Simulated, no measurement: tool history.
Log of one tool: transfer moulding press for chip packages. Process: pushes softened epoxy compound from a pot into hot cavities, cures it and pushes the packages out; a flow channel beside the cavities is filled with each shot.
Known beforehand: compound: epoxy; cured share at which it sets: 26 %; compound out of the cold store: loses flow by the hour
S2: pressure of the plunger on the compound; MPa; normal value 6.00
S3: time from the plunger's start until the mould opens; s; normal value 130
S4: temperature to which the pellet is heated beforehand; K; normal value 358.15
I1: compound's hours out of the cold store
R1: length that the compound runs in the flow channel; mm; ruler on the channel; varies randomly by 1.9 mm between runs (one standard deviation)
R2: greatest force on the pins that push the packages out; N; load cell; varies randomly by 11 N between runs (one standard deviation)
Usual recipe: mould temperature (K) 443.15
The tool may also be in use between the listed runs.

Run 1, hour 0.0: usual settings; I1 24.3. Result: R1 567 mm, R2 783 N.
Run 2, hour 8.7: usual settings; I1 35.8. Result: R1 535 mm, R2 786 N.
Run 3, hour 19.5: usual settings but S2 7.03 MPa; I1 28.4. Result: R1 598 mm, R2 825 N.
Run 4, hour 32.1: usual settings but S2 7.03 MPa; I1 31.0. Result: R1 591 mm, R2 1045 N.
Run 5, hour 39.2: usual settings; I1 10.4. Result: R1 605 mm, R2 1059 N.
Run 6, hour 46.0: usual settings; I1 21.0. Result: R1 575 mm, R2 1038 N.
Run 7, hour 59.3: usual settings; I1 42.5. Result: R1 513 mm, R2 486 N.
Run 8, hour 64.7: usual settings but S2 6.18 MPa; I1 26.0. Result: R1 571 mm, R2 532 N.
Run 9, hour 74.9: usual settings but S2 6.18 MPa; I1 13.8. Result: R1 607 mm, R2 631 N.
Run 10, hour 83.9: usual settings but S2 6.18 MPa; I1 14.5. Result: R1 603 mm, R2 664 N.
Run 11, hour 90.3: usual settings but S2 6.18 MPa; I1 29.9. Result: R1 552 mm, R2 656 N.
Run 12, hour 100.0: usual settings but S2 6.18 MPa; I1 11.7. Result: R1 613 mm, R2 727 N.
Run 13, hour 106.0: usual settings but S2 6.18 MPa; I1 26.3. Result: R1 567 mm, R2 730 N.
Run 14, hour 114.0: usual settings but S3 151 s; I1 20.6. Result: R1 575 mm, R2 676 N.
Run 15, hour 124.0: usual settings but S2 5.98 MPa; I1 11.4. Result: R1 596 mm, R2 810 N.
Run 16, hour 132.9: usual settings but mould temperature (K) 435.15, S2 7.41 MPa, S3 136 s; I1 35.5. Result: R1 609 mm, R2 1219 N.
Run 17, hour 141.3: usual settings but mould temperature (K) 435.15, S2 7.41 MPa, S3 136 s; I1 46.9. Result: R1 575 mm, R2 1233 N.
Run 18, hour 146.4: usual settings but S2 6.21 MPa, S3 169 s, S4 355.15 K; I1 38.1. Result: R1 530 mm, R2 665 N.
Run 19, hour 152.4: usual settings but S2 6.21 MPa, S3 169 s, S4 355.15 K; I1 25.6. Result: R1 566 mm, R2 687 N.
Run 20, hour 163.8: usual settings but mould temperature (K) 440.15; I1 32.3. Result: R1 543 mm, R2 952 N.
Run 21, hour 174.0: usual settings but S2 6.17 MPa, S4 357.15 K; I1 38.4. Result: R1 531 mm, R2 829 N.
Run 22, hour 185.5: usual settings but S2 6.17 MPa, S4 357.15 K; I1 29.2. Result: R1 556 mm, R2 837 N.
Run 23, hour 197.2: usual settings but S2 6.17 MPa, S4 357.15 K; I1 37.1. Result: R1 533 mm, R2 839 N.
Run 24, hour 204.6: usual settings but S2 6.17 MPa, S4 357.15 K; I1 19.1. Result: R1 578 mm, R2 496 N.
Run 25, hour 209.7: usual settings but S2 6.17 MPa, S3 131 s, S4 361.15 K; I1 46.3. Result: R1 506 mm, R2 488 N.

Removed from this log: 3 entries logged between the listed runs. Between which two listed runs does each belong, and how does the tool's hidden state at the listed run before it compare with that at the listed run after it?
In the gap between runs 3 and 4: cavities cleaned with cleaning compound and waxed (hour 31.1)
  pressure that reaches the compound, % of what is set: 98.14 -> 98.03; grip of the stained cavities, % over clean ones': 73.2 -> 122
  measured less the result without the state, R1: -7 -> -7 mm; R2: +338 -> +567 N
In the gap between runs 6 and 7: cavities cleaned with cleaning compound and waxed, once more (hour 58.4)
  true mould temperature over the reading, C: 0.36 -> 0.37; pressure that reaches the compound, % of what is set: 97.89 -> 97.76; grip of the stained cavities, % over clean ones': 109.6 -> 2
  measured less the result without the state, R1: -7 -> -7 mm; R2: +533 -> +2 N
In the gap between runs 23 and 24: cavities cleaned with cleaning compound and waxed (hour 204.6)
  pressure that reaches the compound, % of what is set: 96.34 -> 96.27; grip of the stained cavities, % over clean ones': 73.6 -> 0
  measured less the result without the state, R1: -11 -> -13 mm; R2: +347 -> -11 N
